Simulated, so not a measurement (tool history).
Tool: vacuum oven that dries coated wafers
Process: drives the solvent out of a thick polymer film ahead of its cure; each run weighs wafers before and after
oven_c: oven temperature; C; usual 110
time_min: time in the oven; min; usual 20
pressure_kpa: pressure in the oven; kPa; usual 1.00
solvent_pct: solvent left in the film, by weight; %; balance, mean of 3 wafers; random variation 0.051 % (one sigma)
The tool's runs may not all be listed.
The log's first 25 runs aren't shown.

run	hour	oven_c	time_min	pressure_kpa	solvent_pct
26	1734.2	120	20	1.58	0.66
27	1801.3	120	20	1.58	0.70
28	1898.4	108	35	1.00	0.63
29	1978.1	106	17	0.94	2.21
30	2027.6	106	18	0.94	1.92
31	2118.8	110	24	2.19	1.39
32	2207.1	110	24	2.19	1.33
# hour 2223.6: oven's thermocouples calibrated
33	2255.8	110	26	2.63	1.48
34	2321.4	110	26	2.63	1.46
35	2382.2	110	26	2.63	1.48
36	2432.6	110	26	2.63	1.56
37	2496.4	110	26	2.63	1.63
38	2571.8	102	20	1.00	2.41
39	2671.1	102	20	1.00	2.43
40	2711.6	102	20	1.00	2.41
41	2765.8	99	36	1.00	1.32
42	2855.7	107	12	0.68	3.42
43	2907.1	124	20	1.00	0.36
44	3003.6	124	20	1.00	0.25
45	3097.9	124	20	1.00	0.37
46	3149.2	110	14	1.33	2.23
# hour 3160.0: vacuum gauge cleaned of residue and calibrated
47	3205.5	120	25	2.83	0.99

Forecast each of these 3 alternatives for the next run:
A	3303.5	110	20	1.99	?
B	3303.5	110	16	3.01	?
C	3303.5	110	12	0.84	?

run	solvent_pct
A	1.56
B	2.54
C	2.74
Without the tool's hidden state the same runs would have given:
run	solvent_pct
A	1.55
B	2.53
C	2.73
